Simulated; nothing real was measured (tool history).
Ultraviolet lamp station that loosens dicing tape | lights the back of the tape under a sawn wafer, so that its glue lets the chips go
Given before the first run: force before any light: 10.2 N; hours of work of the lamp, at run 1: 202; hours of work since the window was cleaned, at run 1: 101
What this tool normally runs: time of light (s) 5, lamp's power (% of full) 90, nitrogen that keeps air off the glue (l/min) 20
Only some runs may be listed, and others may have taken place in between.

run	hour	time of light (s)	lamp's power (% of full)	nitrogen that keeps air off the glue (l/min)	hours of work of the lamp	hours of work since the window was cleaned	force that peels the tape off (N)	light that reached the tape (mJ/cm²)
1	0.0	5	90	20	202	101	0.889	261
2	42.5	2	90	20	225	123	3.691	101
3	83.5	2	90	20	246	145	3.605	103
4	112.2	2	90	20	261	160	3.759	106
5	154.6	6	90	20	283	182	0.566	311
6	189.3	5	90	20	302	200	0.908	262
7	228.9	3	90	20	322	221	2.356	153
8	257.2	3	90	20	337	236	2.296	158
9	308.5	3	90	20	364	263	2.322	154
10	357.1	8	69	13	390	288	0.726	321
11	397.9	6	85	6	411	310	1.419	293
12	446.8	6	85	6	437	335	1.404	299

Run 13 has not been measured yet. What should we expect?
13	475.0	3	68	19	451	350	?	?

force that peels the tape off (N): 3.269
light that reached the tape (mJ/cm²): 120
Without the tool's hidden state the same run would have given force that peels the tape off (N) 3.261, light that reached the tape (mJ/cm²) 120.
